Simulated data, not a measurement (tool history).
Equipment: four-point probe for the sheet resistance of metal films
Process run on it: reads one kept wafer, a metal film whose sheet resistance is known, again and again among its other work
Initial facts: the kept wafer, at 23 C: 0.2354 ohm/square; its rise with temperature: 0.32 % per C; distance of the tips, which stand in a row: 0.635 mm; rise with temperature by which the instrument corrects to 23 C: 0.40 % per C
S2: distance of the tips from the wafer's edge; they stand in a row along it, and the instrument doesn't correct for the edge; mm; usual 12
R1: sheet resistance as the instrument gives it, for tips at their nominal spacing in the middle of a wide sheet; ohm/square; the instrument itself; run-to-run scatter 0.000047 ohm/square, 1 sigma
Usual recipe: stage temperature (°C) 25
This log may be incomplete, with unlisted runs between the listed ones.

run 1 hour=0.0 | stage_temperature_(°C)=25 S2=12 | R1=0.234920
run 2 hour=36.4 | stage_temperature_(°C)=25 S2=12 | R1=0.234903
-- hour=39.3 stage's thermometer calibrated
run 3 hour=72.3 | stage_temperature_(°C)=25 S2=12 | R1=0.235433
run 4 hour=91.9 | stage_temperature_(°C)=25 S2=15 | R1=0.235241
run 5 hour=123.8 | stage_temperature_(°C)=25 S2=15 | R1=0.235208
run 6 hour=140.3 | stage_temperature_(°C)=25 S2=15 | R1=0.235289
run 7 hour=160.8 | stage_temperature_(°C)=25 S2=15 | R1=0.235273
run 8 hour=190.1 | stage_temperature_(°C)=25 S2=12 | R1=0.235377
run 9 hour=206.2 | stage_temperature_(°C)=25 S2=12 | R1=0.235437
run 10 hour=236.8 | stage_temperature_(°C)=18 S2=12 | R1=0.236743
run 11 hour=272.7 | stage_temperature_(°C)=33 S2=12 | R1=0.233889
run 12 hour=295.6 | stage_temperature_(°C)=33 S2=12 | R1=0.233937
run 13 hour=334.7 | stage_temperature_(°C)=33 S2=12 | R1=0.234014
run 14 hour=367.2 | stage_temperature_(°C)=25 S2=6 | R1=0.236452
run 15 hour=385.7 | stage_temperature_(°C)=34 S2=12 | R1=0.233793
run 16 hour=423.5 | stage_temperature_(°C)=28 S2=5 | R1=0.236457
run 17 hour=439.6 | stage_temperature_(°C)=28 S2=5 | R1=0.236509
run 18 hour=478.9 | stage_temperature_(°C)=25 S2=6 | R1=0.236506
run 19 hour=514.9 | stage_temperature_(°C)=25 S2=6 | R1=0.236546
run 20 hour=546.6 | stage_temperature_(°C)=33 S2=30 | R1=0.233595
run 21 hour=585.2 | stage_temperature_(°C)=30 S2=9 | R1=0.234828
run 22 hour=618.7 | stage_temperature_(°C)=33 S2=9 | R1=0.234239
run 23 hour=634.6 | stage_temperature_(°C)=33 S2=9 | R1=0.234257
run 24 hour=658.4 | stage_temperature_(°C)=33 S2=9 | R1=0.234156
run 25 hour=682.6 | stage_temperature_(°C)=29 S2=3 | R1=0.239871
run 26 hour=712.1 | stage_temperature_(°C)=33 S2=14 | R1=0.233920
run 27 hour=744.1 | stage_temperature_(°C)=22 S2=72 | R1=0.235761
run 28 hour=768.6 | stage_temperature_(°C)=28 S2=3 | R1=0.240087
run 29 hour=790.7 | stage_temperature_(°C)=22 S2=3 | R1=0.241190
run 30 hour=821.3 | stage_temperature_(°C)=28 S2=3 | R1=0.240069

Here are 4 independent what-if runs from the current tool condition. What would each one return?
run A hour=840.2 | stage_temperature_(°C)=26 S2=9 | R1=?
run B hour=840.2 | stage_temperature_(°C)=20 S2=33 | R1=?
run C hour=840.2 | stage_temperature_(°C)=28 S2=5 | R1=?
run D hour=840.2 | stage_temperature_(°C)=23 S2=3 | R1=?

run=A R1=0.235564
run=B R1=0.236196
run=C R1=0.236539
run=D R1=0.241013
Take away the tool's hidden state, keep each run's random variation, and the runs would have read:
run=A R1=0.235442
run=B R1=0.236075
run=C R1=0.236415
run=D R1=0.240889
